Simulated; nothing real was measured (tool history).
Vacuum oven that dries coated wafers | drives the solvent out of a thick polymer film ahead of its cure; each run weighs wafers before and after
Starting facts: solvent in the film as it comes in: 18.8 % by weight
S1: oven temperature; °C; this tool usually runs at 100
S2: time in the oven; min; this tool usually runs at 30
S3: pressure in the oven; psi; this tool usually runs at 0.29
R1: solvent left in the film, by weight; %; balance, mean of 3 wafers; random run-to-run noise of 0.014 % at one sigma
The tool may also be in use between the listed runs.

run 1 hour=0 | S1=100 S2=30 S3=0.29 | R1=2.74
run 2 hour=43.3 | S1=101 S2=30 S3=0.29 | R1=2.52
run 3 hour=64.4 | S1=101 S2=30 S3=0.29 | R1=2.52
run 4 hour=85.4 | S1=100 S2=16 S3=0.29 | R1=5.45
run 5 hour=130.2 | S1=100 S2=30 S3=0.29 | R1=2.74
run 6 hour=173.6 | S1=100 S2=30 S3=0.29 | R1=2.72
run 7 hour=204 | S1=100 S2=30 S3=0.29 | R1=2.73
run 8 hour=224.8 | S1=107 S2=30 S3=0.29 | R1=1.58
run 9 hour=265.9 | S1=107 S2=30 S3=0.29 | R1=1.57
run 10 hour=304.3 | S1=97 S2=30 S3=0.29 | R1=3.44
run 11 hour=344.7 | S1=97 S2=30 S3=0.29 | R1=3.41
run 12 hour=384.6 | S1=97 S2=30 S3=0.29 | R1=3.41
run 13 hour=417.8 | S1=101 S2=30 S3=0.29 | R1=2.53
run 14 hour=443.1 | S1=101 S2=30 S3=0.29 | R1=2.51
run 15 hour=471.1 | S1=100 S2=30 S3=1.059 | R1=5.99
run 16 hour=508.7 | S1=100 S2=30 S3=0.158 | R1=2.18
run 17 hour=542.9 | S1=100 S2=30 S3=0.158 | R1=2.18
run 18 hour=579.5 | S1=88 S2=17 S3=0.158 | R1=8.28
run 19 hour=602.4 | S1=88 S2=17 S3=0.158 | R1=8.24
run 20 hour=639.8 | S1=100 S2=39 S3=0.29 | R1=2.03
run 21 hour=660.8 | S1=107 S2=43 S3=0.148 | R1=0.67
run 22 hour=694.1 | S1=104 S2=30 S3=0.418 | R1=2.48
-- hour=712 oven's thermocouples calibrated
run 23 hour=716.2 | S1=104 S2=31 S3=0.148 | R1=1.4

Here are 4 independent what-if runs from the current tool condition. What would each one return?
-- hour=735.6 vacuum gauge cleaned of residue and calibrated
run A hour=738.4 | S1=108 S2=19 S3=0.412 | R1=?
-- hour=735.6 vacuum gauge cleaned of residue and calibrated
run B hour=738.4 | S1=104 S2=52 S3=0.148 | R1=?
-- hour=735.6 vacuum gauge cleaned of residue and calibrated
run C hour=738.4 | S1=90 S2=19 S3=0.289 | R1=?
-- hour=735.6 vacuum gauge cleaned of residue and calibrated
run D hour=738.4 | S1=91 S2=30 S3=0.87 | R1=?

run=A R1=3.01
run=B R1=0.72
run=C R1=7.63
run=D R1=8.11
Without the tool's hidden state the same runs would have given:
run=A R1=3.01
run=B R1=0.72
run=C R1=7.63
run=D R1=8.11
